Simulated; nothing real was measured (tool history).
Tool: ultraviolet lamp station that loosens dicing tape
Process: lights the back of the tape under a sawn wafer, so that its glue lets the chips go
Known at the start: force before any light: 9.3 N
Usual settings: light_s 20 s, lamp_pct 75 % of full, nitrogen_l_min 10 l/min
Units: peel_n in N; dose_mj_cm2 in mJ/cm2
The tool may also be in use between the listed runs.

run	day	light_s	lamp_pct	nitrogen_l_min	peel_n	dose_mj_cm2
1	0	20	75	10	0.55	199
2	0.308	20	75	10	0.55	201
3	0.875	20	75	14	0.46	201
4	1.258	20	75	14	0.466	199
5	1.554	20	75	10	0.573	202
6	1.929	20	75	10	0.567	198
7	2.35	11	75	10	1.926	108
8	2.842	20	75	15	0.455	197
9	3.125	20	75	15	0.455	199
10	3.458	20	75	15	0.441	196
11	3.8	20	90	10	0.34	237
12	4.333	20	90	10	0.352	234
13	4.688	20	75	10	0.575	196
14	5.267	20	75	10	0.56	200
15	5.667	20	75	10	0.565	194
16	6.058	11	75	10	1.958	107
17	6.638	11	75	10	1.946	111
18	7.179	11	75	10	2.042	104
19	7.721	11	75	10	1.994	105
20	8.146	11	75	10	2.016	106
21	8.683	11	61	10	2.579	90
22	8.942	14	91	10	0.877	166
23	9.221	14	63	10	1.785	115
24	9.521	18	63	14	0.969	149
25	9.85	13	73	18	1.308	120
26	10.375	32	95	4	0.155	390
27	10.612	11	92	10	1.436	134
28	10.929	29	77	10	0.189	290
29	11.246	20	84	10	0.451	216
30	11.546	33	83	12	0.102	353
31	11.954	33	93	12	0.085	395
32	12.229	33	80	12	0.099	337
33	12.671	33	80	12	0.116	337
34	13.15	39	99	10	0.062	496
35	13.404	16	76	10	1.005	151
36	13.808	16	76	10	1	153
37	14.362	16	76	10	1.055	152

Forecast each of these 3 alternatives for the next run:
A	14.817	20	61	8	?	?
B	14.817	20	76	10	?	?
C	14.817	20	80	6	?	?

run	peel_n	dose_mj_cm2
A	1.152	156
B	0.615	192
C	0.723	203
Without the tool's hidden state the same runs would have given:
run	peel_n	dose_mj_cm2
A	0.947	171
B	0.481	210
C	0.574	222

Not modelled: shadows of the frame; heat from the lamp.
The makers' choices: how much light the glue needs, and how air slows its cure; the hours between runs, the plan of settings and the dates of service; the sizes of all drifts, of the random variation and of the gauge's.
